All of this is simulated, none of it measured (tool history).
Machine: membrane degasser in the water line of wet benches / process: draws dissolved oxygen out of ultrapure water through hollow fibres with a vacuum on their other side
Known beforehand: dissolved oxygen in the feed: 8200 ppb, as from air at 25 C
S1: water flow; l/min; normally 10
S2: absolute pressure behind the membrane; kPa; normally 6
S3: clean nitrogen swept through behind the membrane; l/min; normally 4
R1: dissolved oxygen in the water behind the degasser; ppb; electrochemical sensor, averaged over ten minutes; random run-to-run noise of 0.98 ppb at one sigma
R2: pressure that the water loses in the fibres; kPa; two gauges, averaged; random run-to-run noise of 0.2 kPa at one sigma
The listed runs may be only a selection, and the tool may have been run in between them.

run,hour,S1,S2,S3,R1,R2
1,0,10,6,4,99.2,44.58
2,35,10,6,4,102.8,44.07
3,77.8,10,6,3.24,105.4,44.2
4,136.6,10,6,3.24,107.1,44.16
5,170.5,10,6,3.24,105.5,44.42
6,195.3,10,6,3.24,105.7,44.58
7,244.9,10,6,3.24,105.7,44.05
# hour 253.3: seals of the vacuum lines changed
8,303.8,10,4.36,2.57,97.3,44.42
9,351.8,10,12.29,2.84,166.3,43.85
10,382.1,8,6.73,3.69,51.1,35.42
11,421.6,10,9.73,3.04,139.9,44.38
12,461.2,10,9.73,3.04,138.8,44.6
13,503,9,13.7,2.95,134.8,39.43
14,552.7,9,4.74,3.85,64.5,39.71

Consider 5 possible next runs. They are alternatives, not a sequence: every one starts from the tool as it was left by run 14. What does each give?
A,607.9,9,7.5,6.09,?,?
B,607.9,13,4.13,10.26,?,?
C,607.9,7,4.74,2.16,?,?
D,607.9,10,4.63,4,?,?
E,607.9,15,12.72,7.95,?,?

run,R1,R2
A,71.3,39.86
B,221.5,57.75
C,29.9,30.75
D,92.9,44.3
E,379.9,66.37
The same runs, with their run-to-run variation unchanged, on a tool lacking any hidden condition would have given:
run,R1,R2
A,63.9,38.88
B,201.8,56.34
C,25.4,29.99
D,82.4,43.23
E,352.8,64.74
